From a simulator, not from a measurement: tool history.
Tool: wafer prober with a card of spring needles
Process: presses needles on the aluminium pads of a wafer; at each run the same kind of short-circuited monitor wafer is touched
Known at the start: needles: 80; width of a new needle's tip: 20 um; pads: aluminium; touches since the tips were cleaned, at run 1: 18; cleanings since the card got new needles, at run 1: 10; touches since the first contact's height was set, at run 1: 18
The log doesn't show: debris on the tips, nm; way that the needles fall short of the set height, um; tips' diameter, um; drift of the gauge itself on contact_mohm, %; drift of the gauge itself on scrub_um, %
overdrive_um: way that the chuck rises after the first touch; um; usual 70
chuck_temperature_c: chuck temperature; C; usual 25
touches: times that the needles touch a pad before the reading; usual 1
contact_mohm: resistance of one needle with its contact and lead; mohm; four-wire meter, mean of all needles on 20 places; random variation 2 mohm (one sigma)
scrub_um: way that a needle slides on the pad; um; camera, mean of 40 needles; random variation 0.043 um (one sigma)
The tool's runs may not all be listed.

run	hour	overdrive_um	chuck_temperature_c	touches	touches since the tips were cleaned	cleanings since the card got new needles	touches since the first contact's height was set	contact_mohm	scrub_um
1	0	70	25	1	18	10	18	224	16.98
# hour 28.8: tips cleaned on abrasive film
# hour 58.4: tips cleaned on abrasive film
2	68.1	70	25	1	2178	12	15162	261	16.85
# hour 87.9: tips cleaned on abrasive film
# hour 120.5: tips cleaned on abrasive film
3	121	70	36	1	114	14	26910	229	16.93
# hour 152.5: tips cleaned on abrasive film
4	155.1	87	25	1	597	15	34485	228	20.98
# hour 180.1: tips cleaned on abrasive film
# hour 212.3: tips cleaned on abrasive film
5	218.7	87	25	1	1418	17	48611	235	20.96
# hour 244.5: tips cleaned on abrasive film
6	253.2	87	25	1	1934	18	56266	242	20.93
# hour 272.5: tips cleaned on abrasive film
# hour 301.2: tips cleaned on abrasive film
7	301.2	87	25	1	0	20	66924	220	20.82
# hour 320.3: height of the first contact set anew
# hour 334.1: tips cleaned on abrasive film
# hour 361.7: tips cleaned on abrasive film
8	365.9	70	25	2	948	22	10136	230	16.89
# hour 391.2: tips cleaned on abrasive film
# hour 419.4: tips cleaned on abrasive film
9	433.1	70	25	1	3044	24	25057	273	16.85
# hour 451.8: tips cleaned on abrasive film
10	466.3	70	25	1	3239	25	32447	271	16.84
# hour 483.8: tips cleaned on abrasive film
# hour 514.8: tips cleaned on abrasive film
11	523.6	88	25	1	1947	27	45161	239	21.18
# hour 545.1: tips cleaned on abrasive film
12	559.2	88	25	1	3146	28	53071	249	21.1
# hour 576.9: tips cleaned on abrasive film
# hour 606.3: tips cleaned on abrasive film
13	628.8	88	25	1	5003	30	68542	266	21.01
# hour 634.3: tips cleaned on abrasive film
# hour 642.8: height of the first contact set anew
# hour 663.8: tips cleaned on abrasive film
14	681	88	25	1	3832	32	8482	260	21.28
# hour 694.4: tips cleaned on abrasive film
# hour 725.9: tips cleaned on abrasive film
15	739.3	88	25	1	3003	34	21443	248	21.34
# hour 756.4: tips cleaned on abrasive film
# hour 790.1: tips cleaned on abrasive film
16	805	88	54	2	3324	36	36042	246	21.2
# hour 818: tips cleaned on abrasive film
# hour 849.2: tips cleaned on abrasive film
17	853.7	61	96	2	986	38	46835	258	14.6
# hour 877.9: tips cleaned on abrasive film
# hour 908.1: tips cleaned on abrasive film
18	925.6	66	60	1	3892	40	62818	303	15.74
# hour 937.9: tips cleaned on abrasive film
# hour 965.3: tips cleaned on abrasive film
# hour 965.6: height of the first contact set anew
19	990.4	87	124	1	5509	42	5509	289	21.1
# hour 994.7: tips cleaned on abrasive film
# hour 1025.7: tips cleaned on abrasive film
20	1049.4	87	124	1	5284	44	18619	285	21.01
# hour 1054.2: tips cleaned on abrasive film
# hour 1084.1: tips cleaned on abrasive film
21	1108.7	68	48	1	5476	46	31799	309	16.41
# hour 1112.6: tips cleaned on abrasive film
# hour 1142.3: tips cleaned on abrasive film
22	1166	50	39	2	5271	48	44517	306	11.99
# hour 1174.9: tips cleaned on abrasive film
# hour 1203.8: tips cleaned on abrasive film
23	1215.7	81	97	1	2664	50	55560	267	19.49
# hour 1233.4: tips cleaned on abrasive film
# hour 1261.4: tips cleaned on abrasive film
24	1266.1	70	25	1	1043	52	66753	241	16.75
# hour 1290.5: tips cleaned on abrasive film
# hour 1290.8: height of the first contact set anew
# hour 1320.3: tips cleaned on abrasive film
25	1327.8	89	60	1	1655	54	8219	248	21.58
# hour 1352.8: tips cleaned on abrasive film
# hour 1383.4: tips cleaned on abrasive film
26	1383.4	52	25	1	0	56	20581	236	12.54
# hour 1412.7: tips cleaned on abrasive film
27	1418.8	56	25	1	1356	57	28440	277	13.45
# hour 1443.4: tips cleaned on abrasive film
# hour 1476.5: tips cleaned on abrasive film
28	1486.6	67	75	2	2273	59	43521	262	16.11
# hour 1505.9: tips cleaned on abrasive film
29	1527	57	50	1	4684	60	52484	337	13.6

Hidden state at the last listed run before each entry between runs and at the first one after, where it differs:
Between runs 1 and 2: tips cleaned on abrasive film (hour 28.8); tips cleaned on abrasive film (hour 58.4)
  debris on the tips, nm: 5.6 -> 57; way that the needles fall short of the set height, um: 0 -> 0.16; tips' diameter, um: 20.38 -> 20.44
  measured less the result without the state, contact_mohm: +4 -> +42 mohm; scrub_um: +0 -> -0.04 um
Between runs 2 and 3: tips cleaned on abrasive film (hour 87.9); tips cleaned on abrasive film (hour 120.5)
  debris on the tips, nm: 57 -> 14; way that the needles fall short of the set height, um: 0.16 -> 0.34; tips' diameter, um: 20.44 -> 20.5
  measured less the result without the state, contact_mohm: +42 -> +10 mohm; scrub_um: -0.04 -> -0.08 um
Between runs 3 and 4: tips cleaned on abrasive film (hour 152.5)
  debris on the tips, nm: 14 -> 21.8; way that the needles fall short of the set height, um: 0.34 -> 0.43; tips' diameter, um: 20.5 -> 20.53
  measured less the result without the state, contact_mohm: +10 -> +11 mohm; scrub_um: -0.08 -> -0.1 um
Between runs 4 and 5: tips cleaned on abrasive film (hour 180.1); tips cleaned on abrasive film (hour 212.3)
  debris on the tips, nm: 21.8 -> 39.6; way that the needles fall short of the set height, um: 0.43 -> 0.65; tips' diameter, um: 20.53 -> 20.61
  measured less the result without the state, contact_mohm: +11 -> +21 mohm; scrub_um: -0.1 -> -0.15 um
Between runs 5 and 6: tips cleaned on abrasive film (hour 244.5)
  debris on the tips, nm: 39.6 -> 51.8; way that the needles fall short of the set height, um: 0.65 -> 0.77; tips' diameter, um: 20.61 -> 20.65
  measured less the result without the state, contact_mohm: +21 -> +27 mohm; scrub_um: -0.15 -> -0.19 um
Between runs 6 and 7: tips cleaned on abrasive film (hour 272.5); tips cleaned on abrasive film (hour 301.2)
  debris on the tips, nm: 51.8 -> 9.7; way that the needles fall short of the set height, um: 0.77 -> 0.97; tips' diameter, um: 20.65 -> 20.72
  measured less the result without the state, contact_mohm: +27 -> +5 mohm; scrub_um: -0.19 -> -0.23 um
Between runs 7 and 8: height of the first contact set anew (hour 320.3); tips cleaned on abrasive film (hour 334.1); tips cleaned on abrasive film (hour 361.7)
  debris on the tips, nm: 9.7 -> 33.1; way that the needles fall short of the set height, um: 0.97 -> 0.23; tips' diameter, um: 20.72 -> 20.8
  measured less the result without the state, contact_mohm: +5 -> +15 mohm; scrub_um: -0.23 -> -0.05 um
Between runs 8 and 9: tips cleaned on abrasive film (hour 391.2); tips cleaned on abrasive film (hour 419.4)
  debris on the tips, nm: 33.1 -> 70.5; way that the needles fall short of the set height, um: 0.23 -> 0.48; tips' diameter, um: 20.8 -> 20.89
  measured less the result without the state, contact_mohm: +15 -> +54 mohm; scrub_um: -0.05 -> -0.12 um
Between runs 9 and 10: tips cleaned on abrasive film (hour 451.8)
  debris on the tips, nm: 70.5 -> 72.7; way that the needles fall short of the set height, um: 0.48 -> 0.6; tips' diameter, um: 20.89 -> 20.93
  measured less the result without the state, contact_mohm: +54 -> +55 mohm; scrub_um: -0.12 -> -0.15 um
Between runs 10 and 11: tips cleaned on abrasive film (hour 483.8); tips cleaned on abrasive film (hour 514.8)
  debris on the tips, nm: 72.7 -> 44; way that the needles fall short of the set height, um: 0.6 -> 0.76; tips' diameter, um: 20.93 -> 20.99
  measured less the result without the state, contact_mohm: +55 -> +23 mohm; scrub_um: -0.15 -> -0.19 um
Between runs 11 and 12: tips cleaned on abrasive film (hour 545.1)
  debris on the tips, nm: 44 -> 70.8; way that the needles fall short of the set height, um: 0.76 -> 0.89; tips' diameter, um: 20.99 -> 21.03
  measured less the result without the state, contact_mohm: +23 -> +37 mohm; scrub_um: -0.19 -> -0.22 um
Between runs 12 and 13: tips cleaned on abrasive film (hour 576.9); tips cleaned on abrasive film (hour 606.3)
  debris on the tips, nm: 70.8 -> 97.1; way that the needles fall short of the set height, um: 0.89 -> 1.13; tips' diameter, um: 21.03 -> 21.11
  measured less the result without the state, contact_mohm: +37 -> +51 mohm; scrub_um: -0.22 -> -0.27 um
Between runs 13 and 14: tips cleaned on abrasive film (hour 634.3); height of the first contact set anew (hour 642.8); tips cleaned on abrasive film (hour 663.8)
  debris on the tips, nm: 97.1 -> 85.9; way that the needles fall short of the set height, um: 1.13 -> 0.12; tips' diameter, um: 21.11 -> 21.19
  measured less the result without the state, contact_mohm: +51 -> +45 mohm; scrub_um: -0.27 -> -0.03 um
Between runs 14 and 15: tips cleaned on abrasive film (hour 694.4); tips cleaned on abrasive film (hour 725.9)
  debris on the tips, nm: 85.9 -> 68.1; way that the needles fall short of the set height, um: 0.12 -> 0.33; tips' diameter, um: 21.19 -> 21.26
  measured less the result without the state, contact_mohm: +45 -> +35 mohm; scrub_um: -0.03 -> -0.08 um
Between runs 15 and 16: tips cleaned on abrasive film (hour 756.4); tips cleaned on abrasive film (hour 790.1)
  debris on the tips, nm: 68.1 -> 77.2; way that the needles fall short of the set height, um: 0.33 -> 0.5; tips' diameter, um: 21.26 -> 21.32
  measured less the result without the state, contact_mohm: +35 -> +24 mohm; scrub_um: -0.08 -> -0.12 um
Between runs 16 and 17: tips cleaned on abrasive film (hour 818); tips cleaned on abrasive film (hour 849.2)
  debris on the tips, nm: 77.2 -> 37.7; way that the needles fall short of the set height, um: 0.5 -> 0.7; tips' diameter, um: 21.32 -> 21.39
  measured less the result without the state, contact_mohm: +24 -> +22 mohm; scrub_um: -0.12 -> -0.17 um
Between runs 17 and 18: tips cleaned on abrasive film (hour 877.9); tips cleaned on abrasive film (hour 908.1)
  debris on the tips, nm: 37.7 -> 88.3; way that the needles fall short of the set height, um: 0.7 -> 0.93; tips' diameter, um: 21.39 -> 21.47
  measured less the result without the state, contact_mohm: +22 -> +76 mohm; scrub_um: -0.17 -> -0.22 um
Between runs 18 and 19: tips cleaned on abrasive film (hour 937.9); tips cleaned on abrasive film (hour 965.3); height of the first contact set anew (hour 965.6)
  debris on the tips, nm: 88.3 -> 102.9; way that the needles fall short of the set height, um: 0.93 -> 0; tips' diameter, um: 21.47 -> 21.54
  measured less the result without the state, contact_mohm: +76 -> +49 mohm; scrub_um: -0.22 -> +0 um
Between runs 19 and 20: tips cleaned on abrasive film (hour 994.7); tips cleaned on abrasive film (hour 1025.7)
  debris on the tips, nm: 102.9 -> 101; way that the needles fall short of the set height, um: 0 -> 0.17; tips' diameter, um: 21.54 -> 21.6
  measured less the result without the state, contact_mohm: +49 -> +48 mohm; scrub_um: +0 -> -0.04 um
Between runs 20 and 21: tips cleaned on abrasive film (hour 1054.2); tips cleaned on abrasive film (hour 1084.1)
  debris on the tips, nm: 101 -> 100; way that the needles fall short of the set height, um: 0.17 -> 0.37; tips' diameter, um: 21.6 -> 21.67
  measured less the result without the state, contact_mohm: +48 -> +83 mohm; scrub_um: -0.04 -> -0.09 um
Between runs 21 and 22: tips cleaned on abrasive film (hour 1112.6); tips cleaned on abrasive film (hour 1142.3)
  debris on the tips, nm: 100 -> 87.6; way that the needles fall short of the set height, um: 0.37 -> 0.55; tips' diameter, um: 21.67 -> 21.73
  measured less the result without the state, contact_mohm: +83 -> +79 mohm; scrub_um: -0.09 -> -0.13 um
Between runs 22 and 23: tips cleaned on abrasive film (hour 1174.9); tips cleaned on abrasive film (hour 1203.8)
  debris on the tips, nm: 87.6 -> 66.9; way that the needles fall short of the set height, um: 0.55 -> 0.77; tips' diameter, um: 21.73 -> 21.81
  measured less the result without the state, contact_mohm: +79 -> +38 mohm; scrub_um: -0.13 -> -0.19 um
Between runs 23 and 24: tips cleaned on abrasive film (hour 1233.4); tips cleaned on abrasive film (hour 1261.4)
  debris on the tips, nm: 66.9 -> 27.7; way that the needles fall short of the set height, um: 0.77 -> 0.94; tips' diameter, um: 21.81 -> 21.87
  measured less the result without the state, contact_mohm: +38 -> +24 mohm; scrub_um: -0.19 -> -0.23 um
Between runs 24 and 25: tips cleaned on abrasive film (hour 1290.5); height of the first contact set anew (hour 1290.8); tips cleaned on abrasive film (hour 1320.3)
  debris on the tips, nm: 27.7 -> 45.4; way that the needles fall short of the set height, um: 0.94 -> 0.13; tips' diameter, um: 21.87 -> 21.94
  measured less the result without the state, contact_mohm: +24 -> +24 mohm; scrub_um: -0.23 -> -0.03 um
Between runs 25 and 26: tips cleaned on abrasive film (hour 1352.8); tips cleaned on abrasive film (hour 1383.4)
  debris on the tips, nm: 45.4 -> 7.3; way that the needles fall short of the set height, um: 0.13 -> 0.34; tips' diameter, um: 21.94 -> 22.02
  measured less the result without the state, contact_mohm: +24 -> +12 mohm; scrub_um: -0.03 -> -0.08 um
Between runs 26 and 27: tips cleaned on abrasive film (hour 1412.7)
  debris on the tips, nm: 7.3 -> 44; way that the needles fall short of the set height, um: 0.34 -> 0.45; tips' diameter, um: 22.02 -> 22.05
  measured less the result without the state, contact_mohm: +12 -> +56 mohm; scrub_um: -0.08 -> -0.11 um
Between runs 27 and 28: tips cleaned on abrasive film (hour 1443.4); tips cleaned on abrasive film (hour 1476.5)
  debris on the tips, nm: 44 -> 51.5; way that the needles fall short of the set height, um: 0.45 -> 0.65; tips' diameter, um: 22.05 -> 22.13
  measured less the result without the state, contact_mohm: +56 -> +28 mohm; scrub_um: -0.11 -> -0.16 um
Between runs 28 and 29: tips cleaned on abrasive film (hour 1505.9)
  debris on the tips, nm: 51.5 -> 97.1; way that the needles fall short of the set height, um: 0.65 -> 0.76; tips' diameter, um: 22.13 -> 22.16
  measured less the result without the state, contact_mohm: +28 -> +114 mohm; scrub_um: -0.16 -> -0.19 um

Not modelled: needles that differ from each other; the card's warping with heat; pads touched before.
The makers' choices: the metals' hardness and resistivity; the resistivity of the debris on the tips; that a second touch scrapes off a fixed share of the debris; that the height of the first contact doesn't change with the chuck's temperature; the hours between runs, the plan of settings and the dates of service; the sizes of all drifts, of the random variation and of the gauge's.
